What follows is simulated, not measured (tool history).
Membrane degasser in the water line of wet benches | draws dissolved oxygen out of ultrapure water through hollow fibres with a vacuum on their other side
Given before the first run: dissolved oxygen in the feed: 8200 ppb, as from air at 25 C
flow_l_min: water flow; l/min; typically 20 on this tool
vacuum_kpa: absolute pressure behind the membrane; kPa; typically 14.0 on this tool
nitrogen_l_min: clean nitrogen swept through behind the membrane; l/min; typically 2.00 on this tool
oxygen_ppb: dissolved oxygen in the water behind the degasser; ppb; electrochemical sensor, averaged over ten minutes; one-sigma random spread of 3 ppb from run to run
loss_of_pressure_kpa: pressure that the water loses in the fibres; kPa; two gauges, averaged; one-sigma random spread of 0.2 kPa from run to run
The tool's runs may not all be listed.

| run | day | flow_l_min | vacuum_kpa | nitrogen_l_min | oxygen_ppb | loss_of_pressure_kpa |
|---|---|---|---|---|---|---|
| 1 | 0.000 | 20 | 14.0 | 2.00 | 301.9 | 43.71 |
| 2 | 6.417 | 20 | 14.0 | 2.00 | 304.7 | 43.65 |
| 3 | 15.117 | 20 | 14.0 | 2.00 | 302.1 | 43.79 |
| 4 | 24.038 | 24 | 14.0 | 2.00 | 403.6 | 52.14 |
| 5 | 33.233 | 24 | 14.0 | 2.00 | 401.1 | 52.60 |
| 6 | 38.692 | 20 | 14.0 | 2.00 | 307.2 | 43.67 |
| 7 | 44.167 | 16 | 14.0 | 2.00 | 227.0 | 34.66 |
| 8 | 48.904 | 16 | 14.0 | 2.00 | 223.4 | 34.88 |
| 9 | 52.729 | 16 | 14.0 | 2.00 | 226.2 | 35.31 |
| 10 | 58.879 | 16 | 14.0 | 2.00 | 224.9 | 35.12 |
| 11 | 67.262 | 16 | 14.0 | 2.70 | 178.9 | 34.54 |
| 12 | 73.800 | 20 | 21.7 | 2.00 | 478.1 | 43.66 |
| 13 | 78.342 | 22 | 21.7 | 2.00 | 538.1 | 48.44 |
| 14 | 87.029 | 22 | 21.7 | 2.00 | 545.3 | 48.15 |
| 15 | 93.721 | 18 | 21.7 | 2.00 | 427.9 | 40.01 |
| 16 | 99.388 | 16 | 14.0 | 2.00 | 228.6 | 35.36 |
| 17 | 104.229 | 16 | 10.0 | 2.95 | 115.7 | 35.25 |
| 18 | 111.233 | 14 | 32.2 | 3.66 | 278.6 | 30.87 |
| 19 | 118.683 | 14 | 32.2 | 3.66 | 284.9 | 30.82 |
| 20 | 125.829 | 20 | 15.9 | 3.66 | 231.6 | 44.24 |
| 21 | 131.279 | 26 | 21.9 | 2.61 | 571.4 | 57.65 |
| 22 | 135.696 | 17 | 10.8 | 0.81 | 387.7 | 37.73 |
| 23 | 141.996 | 17 | 10.8 | 0.81 | 386.5 | 38.22 |
| 24 | 147.158 | 20 | 23.6 | 5.12 | 255.1 | 44.62 |
| 25 | 152.304 | 20 | 23.6 | 5.12 | 257.0 | 44.24 |
| 26 | 159.438 | 20 | 23.6 | 5.12 | 261.2 | 44.26 |
| 27 | 164.225 | 20 | 23.6 | 5.12 | 258.9 | 44.30 |
| 28 | 172.712 | 19 | 23.6 | 0.93 | 899.4 | 42.40 |
| 29 | 177.204 | 21 | 24.4 | 1.30 | 817.8 | 47.07 |
| 30 | 185.200 | 21 | 24.4 | 1.30 | 799.4 | 46.80 |
| 31 | 189.054 | 24 | 34.0 | 0.95 | 1548.0 | 53.32 |

How would selected steps in oxygen_ppb from run to run divide? Give the signed amount a tool lacking its hidden state would still show from settings, what came in and random variation, and the signed amount left for the hidden state, including any gauge scatter that is not in both of the compared results.
Hidden conditions of the tool in this case: membrane still open, %; true pressure behind the membrane over the reading, kPa; air that leaks in behind the membrane, l/min; drift of the gauge itself on oxygen_ppb, %; drift of the gauge itself on loss_of_pressure_kpa, %.
Run 19 -> 20: flow_l_min 14 -> 20, vacuum_kpa 32.2 -> 15.9. oxygen_ppb -53.3 ppb: hidden state +10.6, all else -63.9.
Run 20 -> 21: flow_l_min 20 -> 26, vacuum_kpa 15.9 -> 21.9, nitrogen_l_min 3.66 -> 2.61. oxygen_ppb +339.8 ppb: hidden state +17.9, all else +321.9.
Run 21 -> 22: flow_l_min 26 -> 17, vacuum_kpa 21.9 -> 10.8, nitrogen_l_min 2.61 -> 0.81. oxygen_ppb -183.7 ppb: hidden state -14.1, all else -169.6.
Run 27 -> 28: flow_l_min 20 -> 19, nitrogen_l_min 5.12 -> 0.93. oxygen_ppb +640.5 ppb: hidden state +9.2, all else +631.3.
Run 30 -> 31: flow_l_min 21 -> 24, vacuum_kpa 24.4 -> 34.0, nitrogen_l_min 1.30 -> 0.95. oxygen_ppb +748.6 ppb: hidden state +9.2, all else +739.4.
